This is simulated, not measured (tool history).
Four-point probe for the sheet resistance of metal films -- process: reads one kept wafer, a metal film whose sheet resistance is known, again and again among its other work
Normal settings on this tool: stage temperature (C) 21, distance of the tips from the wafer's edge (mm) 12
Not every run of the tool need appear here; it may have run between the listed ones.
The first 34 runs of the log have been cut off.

| run | hour | stage temperature (C) | distance of the tips from the wafer's edge (mm) | touches since the probe head was changed | hours of work since the stage's thermometer was calibrated | sheet resistance as the instrument gives it (ohm/square) |
|---|---|---|---|---|---|---|
| 35 | 3174 | 19 | 8 | 22440 | 1043 | 1.003915 |
| 36 | 3275.5 | 19 | 8 | 27290 | 1100 | 1.003887 |
| 37 | 3410.1 | 20 | 42 | 33719 | 1175 | 0.9998 |
| 38 | 3526.1 | 20 | 16 | 39262 | 1241 | 1.000392 |
| 39 | 3610.4 | 20 | 60 | 43293 | 1288 | 0.99948 |
| 40 | 3710.6 | 20 | 60 | 48077 | 1345 | 0.99961 |
| 41 | 3770.2 | 23 | 12 | 50927 | 1378 | 0.997746 |
| 42 | 3887.9 | 19 | 28 | 56549 | 1445 | 1.001018 |
| 43 | 3951.7 | 19 | 6 | 59600 | 1480 | 1.006612 |
| 44 | 4017.1 | 28 | 35 | 62723 | 1517 | 0.991893 |
| 45 | 4119.4 | 21 | 10 | 67609 | 1575 | 1.000361 |

Consider 3 possible next runs. They are alternatives, not a sequence: every one starts from the tool as it was left by run 45. What does each give?
| A | 4230.6 | 21 | 56 | 72924 | 1638 | ? |
| B | 4230.6 | 27 | 22 | 72924 | 1638 | ? |
| C | 4230.6 | 26 | 23 | 72924 | 1638 | ? |

| run | sheet resistance as the instrument gives it (ohm/square) |
|---|---|
| A | 0.998508 |
| B | 0.99334 |
| C | 0.993968 |
With no hidden state in the tool, these same runs would have given:
| run | sheet resistance as the instrument gives it (ohm/square) |
|---|---|
| A | 0.998509 |
| B | 0.993341 |
| C | 0.993969 |
